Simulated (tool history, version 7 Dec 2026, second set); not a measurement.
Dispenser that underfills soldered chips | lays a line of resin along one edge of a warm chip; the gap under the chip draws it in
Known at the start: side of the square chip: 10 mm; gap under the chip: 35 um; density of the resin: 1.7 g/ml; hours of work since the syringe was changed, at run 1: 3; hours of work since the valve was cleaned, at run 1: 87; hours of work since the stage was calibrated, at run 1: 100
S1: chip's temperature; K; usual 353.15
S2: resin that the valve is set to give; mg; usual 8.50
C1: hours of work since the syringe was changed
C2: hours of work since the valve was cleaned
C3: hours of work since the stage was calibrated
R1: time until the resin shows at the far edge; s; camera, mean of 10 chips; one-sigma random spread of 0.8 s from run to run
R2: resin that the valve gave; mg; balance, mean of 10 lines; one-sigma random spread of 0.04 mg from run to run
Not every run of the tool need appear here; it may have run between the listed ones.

| run | day | S1 | S2 | C1 | C2 | C3 | R1 | R2 |
|---|---|---|---|---|---|---|---|---|
| 1 | 0.000 | 353.15 | 8.50 | 3 | 87 | 100 | 86.1 | 8.01 |
| 2 | 0.238 | 353.15 | 8.50 | 7 | 91 | 104 | 98.2 | 8.00 |
|  | 0.292 | new syringe of resin |
|  | 0.404 | dispensing valve cleaned and set on the balance |
| 3 | 0.712 | 353.15 | 8.50 | 7 | 5 | 112 | 94.1 | 8.49 |
|  | 0.812 | new syringe of resin |
| 4 | 1.271 | 353.15 | 8.50 | 8 | 15 | 121 | 99.8 | 8.46 |
|  | 1.308 | new syringe of resin |
| 5 | 1.742 | 353.15 | 8.50 | 8 | 23 | 129 | 100.0 | 8.41 |
|  | 1.796 | new syringe of resin |
| 6 | 2.154 | 353.15 | 8.50 | 6 | 30 | 137 | 94.2 | 8.41 |
|  | 2.288 | new syringe of resin |
| 7 | 2.433 | 353.15 | 8.50 | 3 | 35 | 141 | 81.1 | 8.31 |
| 8 | 2.675 | 353.15 | 8.50 | 7 | 39 | 146 | 96.7 | 8.27 |
|  | 2.783 | new syringe of resin |
| 9 | 2.996 | 353.15 | 8.50 | 4 | 45 | 151 | 85.2 | 8.21 |
|  | 3.279 | new syringe of resin |
| 10 | 3.421 | 346.15 | 8.50 | 3 | 52 | 158 | 100.7 | 8.14 |
|  | 3.771 | new syringe of resin |
| 11 | 3.788 | 353.15 | 8.50 | 0 | 59 | 165 | 75.5 | 8.22 |
| 12 | 4.021 | 353.15 | 8.50 | 4 | 63 | 169 | 87.7 | 8.14 |
|  | 4.275 | new syringe of resin |
| 13 | 4.575 | 353.15 | 8.50 | 5 | 72 | 178 | 92.7 | 8.13 |
|  | 4.758 | new syringe of resin |
| 14 | 4.900 | 353.15 | 8.50 | 3 | 78 | 184 | 81.6 | 8.01 |
| 15 | 5.125 | 353.15 | 8.50 | 7 | 82 | 188 | 95.0 | 8.07 |
|  | 5.262 | new syringe of resin |
| 16 | 5.629 | 353.15 | 8.50 | 7 | 91 | 197 | 92.7 | 7.89 |
|  | 5.775 | new syringe of resin |
|  | 5.817 | dispensing valve cleaned and set on the balance |
| 17 | 6.092 | 353.15 | 8.50 | 5 | 5 | 204 | 87.4 | 8.53 |
|  | 6.300 | new syringe of resin |
| 18 | 6.358 | 353.15 | 10.56 | 1 | 9 | 208 | 75.9 | 10.51 |
| 19 | 6.650 | 338.15 | 8.18 | 6 | 15 | 214 | 147.8 | 8.08 |
|  | 6.796 | new syringe of resin |
| 20 | 6.975 | 338.15 | 8.18 | 3 | 20 | 219 | 129.4 | 8.03 |
|  | 7.279 | new syringe of resin |
| 21 | 7.404 | 338.15 | 8.18 | 2 | 28 | 227 | 124.0 | 8.05 |
|  | 7.779 | new syringe of resin |
| 22 | 7.850 | 346.15 | 7.69 | 1 | 35 | 234 | 96.9 | 7.55 |
|  | 8.271 | new syringe of resin |
| 23 | 8.392 | 365.15 | 8.50 | 2 | 45 | 244 | 55.5 | 8.26 |
|  | 8.779 | new syringe of resin |
| 24 | 8.871 | 356.15 | 10.34 | 2 | 53 | 252 | 68.1 | 9.99 |
|  | 9.271 | new syringe of resin |
| 25 | 9.271 | 356.15 | 10.34 | 0 | 60 | 259 | 63.7 | 9.90 |
|  | 9.746 | new syringe of resin |
| 26 | 9.829 | 356.15 | 10.34 | 1 | 70 | 269 | 67.5 | 9.79 |
| 27 | 10.112 | 356.15 | 10.34 | 7 | 75 | 274 | 84.1 | 9.85 |
|  | 10.250 | new syringe of resin |
| 28 | 10.588 | 348.15 | 9.97 | 6 | 83 | 282 | 106.5 | 9.45 |
|  | 10.742 | new syringe of resin |
| 29 | 10.942 | 361.15 | 10.35 | 4 | 89 | 288 | 64.4 | 9.73 |
|  | 11.183 | dispensing valve cleaned and set on the balance |
|  | 11.283 | new syringe of resin |
| 30 | 11.371 | 359.15 | 8.55 | 2 | 3 | 295 | 64.3 | 8.64 |
|  | 11.775 | new syringe of resin |
| 31 | 11.904 | 360.15 | 8.28 | 2 | 12 | 304 | 64.8 | 8.26 |
|  | 12.271 | new syringe of resin |
| 32 | 12.442 | 360.15 | 8.28 | 3 | 22 | 313 | 66.4 | 8.19 |
|  | 12.767 | new syringe of resin |
| 33 | 12.767 | 360.15 | 7.56 | 0 | 27 | 319 | 59.9 | 7.40 |
|  | 13.258 | new syringe of resin |
| 34 | 13.258 | 366.15 | 9.02 | 0 | 36 | 327 | 47.7 | 8.77 |

Consider 4 possible next runs. They are alternatives, not a sequence: every one starts from the tool as it was left by run 34. What does each give?
| A | 13.617 | 346.15 | 9.66 | 6 | 42 | 334 | ? | ? |
| B | 13.617 | 353.15 | 7.98 | 6 | 42 | 334 | ? | ? |
| C | 13.617 | 362.15 | 7.24 | 6 | 42 | 334 | ? | ? |
| D | 13.617 | 355.15 | 8.89 | 6 | 42 | 334 | ? | ? |

| run | R1 | R2 |
|---|---|---|
| A | 111.1 | 9.43 |
| B | 93.3 | 7.74 |
| C | 75.8 | 7.06 |
| D | 85.5 | 8.64 |
The same runs, with their run-to-run variation unchanged, on a tool lacking any hidden condition would have given:
| run | R1 | R2 |
|---|---|---|
| A | 90.9 | 9.69 |
| B | 75.8 | 7.95 |
| C | 61.4 | 7.25 |
| D | 69.7 | 8.88 |

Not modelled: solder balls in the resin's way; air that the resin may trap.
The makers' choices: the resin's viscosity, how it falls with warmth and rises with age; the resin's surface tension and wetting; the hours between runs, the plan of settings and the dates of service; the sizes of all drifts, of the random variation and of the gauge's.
